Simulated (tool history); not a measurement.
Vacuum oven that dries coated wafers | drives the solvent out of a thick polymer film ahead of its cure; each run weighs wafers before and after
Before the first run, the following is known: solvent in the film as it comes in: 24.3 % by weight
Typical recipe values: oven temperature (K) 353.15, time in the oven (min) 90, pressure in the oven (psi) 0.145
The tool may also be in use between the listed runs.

run	hour	oven temperature (K)	time in the oven (min)	pressure in the oven (psi)	solvent left in the film (%)
1	0	353.15	90	0.145	2.52
2	76.4	353.15	90	0.145	2.5
3	197.7	353.15	90	0.145	2.43
4	257.6	353.15	90	0.448	5.3
5	376	353.15	90	0.145	2.49
6	472.2	353.15	90	0.145	2.5
7	527.2	353.15	90	0.145	2.54
8	646.3	353.15	90	0.307	3.94
9	750.1	353.15	90	0.307	4.06
10	868.5	353.15	90	0.307	3.94
11	985.8	357.15	67	0.145	2.61
12	1066.9	357.15	67	0.145	2.57
13	1178.9	355.15	90	0.145	2.07
14	1293.4	356.15	140	0.104	1.04
15	1355.6	356.15	140	0.104	1.04
16	1448.4	356.15	140	0.104	1.04
17	1509.2	356.15	159	0.073	0.67
18	1563.1	356.15	47	0.078	4.11
19	1650.5	356.15	126	0.173	1.65
20	1700.5	358.15	126	0.257	2.16

Removed from this log: 3 entries logged between the listed runs. Between which two listed runs does each belong, and how does the tool's hidden state at the listed run before it compare with that at the listed run after it?
In the gap between runs 2 and 3: oven's thermocouples calibrated (hour 197.7)
  true wafer temperature over the reading, C: -0.07 -> 0; true pressure over the reading, kPa: 0.006 -> 0.007
In the gap between runs 11 and 12: vacuum gauge cleaned of residue and calibrated (hour 1028.4)
  true wafer temperature over the reading, C: -0.05 -> -0.06; true pressure over the reading, kPa: 0.013 -> 0
In the gap between runs 16 and 17: oven's thermocouples calibrated (hour 1481.1)
  true wafer temperature over the reading, C: -0.08 -> 0
